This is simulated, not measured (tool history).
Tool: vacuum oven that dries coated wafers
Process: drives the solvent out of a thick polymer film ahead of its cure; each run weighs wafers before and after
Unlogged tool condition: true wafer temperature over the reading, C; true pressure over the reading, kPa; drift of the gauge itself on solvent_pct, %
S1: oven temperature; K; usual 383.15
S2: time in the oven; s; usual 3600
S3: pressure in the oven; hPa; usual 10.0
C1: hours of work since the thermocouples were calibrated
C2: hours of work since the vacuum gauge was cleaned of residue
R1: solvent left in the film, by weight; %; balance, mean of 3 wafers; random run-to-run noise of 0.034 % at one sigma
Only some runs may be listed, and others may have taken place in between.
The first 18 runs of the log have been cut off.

{"run": 19, "hour": 145.2, "S1": 375.15, "S2": 3600, "S3": 10.0, "C1": 310, "C2": 457, "R1": 2.96}
{"run": 20, "hour": 157.8, "S1": 375.15, "S2": 3600, "S3": 10.0, "C1": 318, "C2": 465, "R1": 2.93}
{"run": 21, "hour": 162.8, "S1": 383.15, "S2": 2280, "S3": 10.0, "C1": 321, "C2": 468, "R1": 2.99}
{"run": 22, "hour": 168.2, "S1": 385.15, "S2": 6480, "S3": 10.0, "C1": 324, "C2": 471, "R1": 0.4}
{"run": 23, "hour": 173.5, "S1": 385.15, "S2": 6480, "S3": 23.1, "C1": 328, "C2": 474, "R1": 0.75}
{"run": 24, "hour": 183.8, "S1": 369.15, "S2": 2820, "S3": 24.7, "C1": 334, "C2": 481, "R1": 6.45}
{"run": 25, "hour": 193.1, "S1": 369.15, "S2": 2640, "S3": 24.7, "C1": 340, "C2": 486, "R1": 6.79}
{"run": 26, "hour": 205.0, "S1": 373.15, "S2": 3660, "S3": 39.0, "C1": 347, "C2": 494, "R1": 4.61}
{"run": 27, "hour": 212.2, "S1": 383.15, "S2": 4320, "S3": 8.5, "C1": 351, "C2": 498, "R1": 0.86}
{"run": 28, "hour": 218.9, "S1": 375.15, "S2": 4320, "S3": 6.1, "C1": 355, "C2": 502, "R1": 2.11}
{"run": 29, "hour": 224.4, "S1": 374.15, "S2": 2100, "S3": 10.0, "C1": 359, "C2": 505, "R1": 5.94}
{"run": 30, "hour": 236.0, "S1": 374.15, "S2": 2460, "S3": 10.0, "C1": 366, "C2": 513, "R1": 5.07}
{"run": 31, "hour": 246.4, "S1": 374.15, "S2": 2460, "S3": 10.0, "C1": 372, "C2": 519, "R1": 5.13}
{"run": 32, "hour": 258.8, "S1": 379.15, "S2": 5160, "S3": 7.3, "C1": 380, "C2": 527, "R1": 0.96}
{"run": 33, "hour": 269.3, "S1": 379.15, "S2": 5160, "S3": 7.3, "C1": 386, "C2": 533, "R1": 0.92}
{"run": 34, "hour": 275.1, "S1": 370.15, "S2": 3660, "S3": 5.7, "C1": 390, "C2": 537, "R1": 4.0}
{"run": 35, "hour": 283.3, "S1": 383.15, "S2": 3600, "S3": 9.3, "C1": 395, "C2": 542, "R1": 1.36}
{"run": 36, "hour": 295.4, "S1": 389.15, "S2": 4800, "S3": 10.0, "C1": 402, "C2": 549, "R1": 0.43}
{"run": 37, "hour": 305.3, "S1": 396.15, "S2": 6420, "S3": 6.6, "C1": 408, "C2": 555, "R1": 0.18}
{"run": 38, "hour": 311.4, "S1": 383.15, "S2": 4560, "S3": 12.8, "C1": 412, "C2": 559, "R1": 0.88}
{"run": 39, "hour": 323.1, "S1": 396.15, "S2": 3600, "S3": 10.0, "C1": 419, "C2": 566, "R1": 0.4}

What if the next run were any one of these 4? Each begins from the tool's condition after run 39:
{"run": "A", "hour": 335.0, "S1": 383.15, "S2": 5460, "S3": 23.2, "C1": 427, "C2": 573, "R1": "?"}
{"run": "B", "hour": 335.0, "S1": 376.15, "S2": 3600, "S3": 9.7, "C1": 427, "C2": 573, "R1": "?"}
{"run": "C", "hour": 335.0, "S1": 373.15, "S2": 3000, "S3": 9.7, "C1": 427, "C2": 573, "R1": "?"}
{"run": "D", "hour": 335.0, "S1": 369.15, "S2": 3300, "S3": 10.0, "C1": 427, "C2": 573, "R1": "?"}

run=A R1=1.09
run=B R1=2.70
run=C R1=4.35
run=D R1=5.03
Without the tool's unlogged condition, the same runs would have read:
run=A R1=1.07
run=B R1=2.69
run=C R1=4.34
run=D R1=5.02
